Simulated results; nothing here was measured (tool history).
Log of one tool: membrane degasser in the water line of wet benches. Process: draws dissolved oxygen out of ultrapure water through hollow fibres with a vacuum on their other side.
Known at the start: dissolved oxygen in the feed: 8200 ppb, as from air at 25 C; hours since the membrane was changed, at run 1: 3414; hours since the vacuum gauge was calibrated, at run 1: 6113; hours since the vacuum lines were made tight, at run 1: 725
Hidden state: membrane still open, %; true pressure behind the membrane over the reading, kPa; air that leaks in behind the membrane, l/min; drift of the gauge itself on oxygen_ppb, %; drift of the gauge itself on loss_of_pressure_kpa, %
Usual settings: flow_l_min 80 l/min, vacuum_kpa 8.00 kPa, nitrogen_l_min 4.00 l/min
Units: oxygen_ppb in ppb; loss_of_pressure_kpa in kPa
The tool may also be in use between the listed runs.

run    hour  flow_l_min  vacuum_kpa  nitrogen_l_min  hours since the membrane was changed  hours since the vacuum gauge was calibrated  hours since the vacuum lines were made tight  oxygen_ppb  loss_of_pressure_kpa
  1     0.0          80        8.00            4.00                                  3414                                         6113                                           725       264.8                 44.36
  2    90.5          80        8.00            4.00                                  3505                                         6204                                           816       278.1                 44.43
  3   175.0          80        8.00            4.00                                  3589                                         6288                                           900       275.8                 44.40
  4   270.4          80        8.00            4.77                                  3685                                         6384                                           995       236.7                 44.73
  5   347.3          80        8.00            4.77                                  3762                                         6461                                          1072       241.1                 44.51
  6   421.2          80        8.00            4.77                                  3836                                         6534                                          1146       234.6                 45.14
  7   499.3          80        8.00            4.77                                  3914                                         6613                                          1224       241.2                 44.50
  8   568.8          80        8.00            4.77                                  3983                                         6682                                          1294       240.7                 44.38
  9   629.7          80        8.00            4.77                                  4044                                         6743                                          1355       241.4                 44.52
 10   694.1          80        8.00            4.77                                  4108                                         6807                                          1419       237.8                 44.49
      701.0  -- vacuum gauge calibrated
 11   787.3          80        8.00            4.77                                  4201                                           86                                          1512       247.2                 44.88
 12   838.0          80        8.00            4.77                                  4252                                          137                                          1563       253.8                 44.40
 13   910.7          80        8.00           10.04                                  4325                                          210                                          1635       142.7                 44.71
 14  1006.5         124        8.00            2.30                                  4420                                          305                                          1731       673.3                 69.35
 15  1053.9          70       11.86            4.00                                  4468                                          353                                          1778       386.8                 39.09
 16  1097.7          80       18.26            5.90                                  4512                                          397                                          1822       503.5                 44.58
     1170.0  -- vacuum gauge calibrated, once more
 17  1175.5         123       11.12           10.00                                  4589                                            5                                          1900       351.0                 68.91
 18  1218.7         123       11.12           10.00                                  4632                                           49                                          1943       351.6                 68.71
 19  1262.6         123       11.12           10.00                                  4676                                           93                                          1987       345.0                 69.04
 20  1332.0          98        6.41            6.71                                  4745                                          162                                          2056       181.2                 54.89
 21  1413.4          98        6.41            6.71                                  4827                                          243                                          2137       181.2                 55.26
 22  1455.3          80       17.12            5.71                                  4869                                          285                                          2179       474.1                 44.88
 23  1536.5          80       17.12            5.71                                  4950                                          366                                          2261       470.4                 44.56

What if the next run were any one of these 3? Each begins from the tool's condition after run 23:
  A  1594.1          80        5.86           11.52                                  5007                                          424                                          2318           ?                     ?
  B  1594.1          82       14.94            3.51                                  5007                                          424                                          2318           ?                     ?
  C  1594.1          80       16.24            3.66                                  5007                                          424                                          2318           ?                     ?

run  oxygen_ppb  loss_of_pressure_kpa
  A        85.3                 44.66
  B       607.6                 46.22
  C       615.6                 45.15
Without the tool's hidden state the same runs would have given:
run  oxygen_ppb  loss_of_pressure_kpa
  A        77.4                 43.00
  B       598.9                 44.51
  C       607.5                 43.48
